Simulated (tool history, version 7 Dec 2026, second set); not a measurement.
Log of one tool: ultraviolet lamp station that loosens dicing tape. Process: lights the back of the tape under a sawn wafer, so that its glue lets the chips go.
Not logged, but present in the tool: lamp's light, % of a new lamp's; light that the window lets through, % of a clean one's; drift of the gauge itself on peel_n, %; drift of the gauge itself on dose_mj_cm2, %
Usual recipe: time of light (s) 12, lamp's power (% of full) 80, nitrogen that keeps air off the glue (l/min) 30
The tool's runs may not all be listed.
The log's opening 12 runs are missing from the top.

run	day	time of light (s)	lamp's power (% of full)	nitrogen that keeps air off the glue (l/min)	hours of work of the lamp	hours of work since the window was cleaned	force that peels the tape off (N)	light that reached the tape (mJ/cm²)
13	4.092	10	80	30	127	22	1.292	389
14	4.538	10	80	30	133	28	1.261	387
15	4.929	10	80	30	138	34	1.282	385
16	5.192	12	80	30	142	38	0.982	470
# day 5.567: window cleaned of glue's vapour, once more
17	5.692	12	80	30	149	2	0.666	573
18	5.992	17	80	30	153	6	0.376	799
19	6.404	12	92	30	159	12	0.529	657
20	6.675	9	64	49	163	16	1.334	340
21	7.158	9	64	49	170	23	1.362	345
22	7.462	16	64	23	174	27	0.682	603
23	7.846	8	84	49	179	32	1.071	393
24	8.233	8	84	25	185	38	1.402	390
25	8.692	7	68	25	191	44	2.208	275
26	9.004	10	68	32	196	49	1.229	399
27	9.208	8	71	27	199	52	1.712	331
28	9.467	12	64	27	202	55	1.099	441
29	9.696	12	72	12	206	58	1.269	496
30	10.025	17	64	19	210	63	0.723	628
31	10.504	8	97	20	217	70	1.232	451
32	10.808	8	80	15	221	74	1.804	363
33	11.088	8	80	15	225	78	1.869	364
34	11.558	18	89	24	232	85	0.323	919
35	11.904	12	78	30	237	90	0.769	539

Branching from run 35: 5 alternative next runs. What would each branch give?
A	12.188	12	80	17	241	94	?	?
B	12.188	8	76	30	241	94	?	?
C	12.188	8	92	41	241	94	?	?
D	12.188	12	78	52	241	94	?	?
E	12.188	10	80	30	241	94	?	?

run	force that peels the tape off (N)	light that reached the tape (mJ/cm²)
A	0.956	546
B	1.538	347
C	1.038	418
D	0.608	535
E	1.03	456
Without the tool's unlogged condition, the same runs would have read:
run	force that peels the tape off (N)	light that reached the tape (mJ/cm²)
A	0.822	595
B	1.356	378
C	0.895	456
D	0.518	584
E	0.888	497
